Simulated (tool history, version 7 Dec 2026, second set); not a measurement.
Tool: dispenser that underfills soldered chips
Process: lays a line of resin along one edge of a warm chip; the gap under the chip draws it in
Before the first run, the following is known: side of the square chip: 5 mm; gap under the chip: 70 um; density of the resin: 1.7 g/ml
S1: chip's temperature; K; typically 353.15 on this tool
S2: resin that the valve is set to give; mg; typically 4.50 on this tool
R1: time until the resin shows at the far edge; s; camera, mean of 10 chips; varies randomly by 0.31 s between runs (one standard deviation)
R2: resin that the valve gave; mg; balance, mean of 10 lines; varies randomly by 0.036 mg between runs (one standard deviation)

| run | hour | S1 | S2 | R1 | R2 |
|---|---|---|---|---|---|
| 1 | 0.0 | 353.15 | 4.50 | 17.1 | 4.34 |
|  | 3.4 | new syringe of resin |
| 2 | 10.3 | 353.15 | 4.50 | 11.2 | 4.39 |
| 3 | 19.4 | 353.15 | 4.50 | 17.7 | 4.33 |
|  | 22.5 | new syringe of resin |
| 4 | 32.3 | 353.15 | 4.66 | 12.2 | 4.48 |
|  | 35.7 | dispensing valve cleaned and set on the balance |
|  | 42.5 | new syringe of resin |
| 5 | 45.3 | 357.15 | 4.66 | 7.2 | 4.66 |
| 6 | 56.6 | 357.15 | 5.52 | 12.7 | 5.40 |
|  | 60.9 | new syringe of resin |
| 7 | 68.9 | 357.15 | 5.52 | 9.1 | 5.46 |
| 8 | 77.6 | 357.15 | 5.52 | 14.5 | 5.40 |
|  | 80.1 | new syringe of resin |
| 9 | 85.1 | 357.15 | 5.52 | 7.9 | 5.47 |
| 10 | 92.7 | 354.15 | 5.42 | 13.7 | 5.29 |

Here are 4 independent what-if runs from the current tool condition. What would each one return?
|  | 98.6 | new syringe of resin |
| A | 100.9 | 342.15 | 5.09 | ? | ? |
|  | 98.6 | new syringe of resin |
| B | 100.9 | 347.15 | 4.50 | ? | ? |
|  | 98.6 | new syringe of resin |
| C | 100.9 | 339.15 | 4.58 | ? | ? |
|  | 98.6 | new syringe of resin |
| D | 100.9 | 357.15 | 3.98 | ? | ? |

| run | R1 | R2 |
|---|---|---|
| A | 13.4 | 4.98 |
| B | 10.8 | 4.50 |
| C | 15.8 | 4.51 |
| D | 7.4 | 3.90 |
Stripped of hidden state, with their random variation kept, the same runs would have yielded:
| run | R1 | R2 |
|---|---|---|
| A | 12.1 | 5.09 |
| B | 9.8 | 4.60 |
| C | 14.3 | 4.61 |
| D | 6.7 | 3.99 |

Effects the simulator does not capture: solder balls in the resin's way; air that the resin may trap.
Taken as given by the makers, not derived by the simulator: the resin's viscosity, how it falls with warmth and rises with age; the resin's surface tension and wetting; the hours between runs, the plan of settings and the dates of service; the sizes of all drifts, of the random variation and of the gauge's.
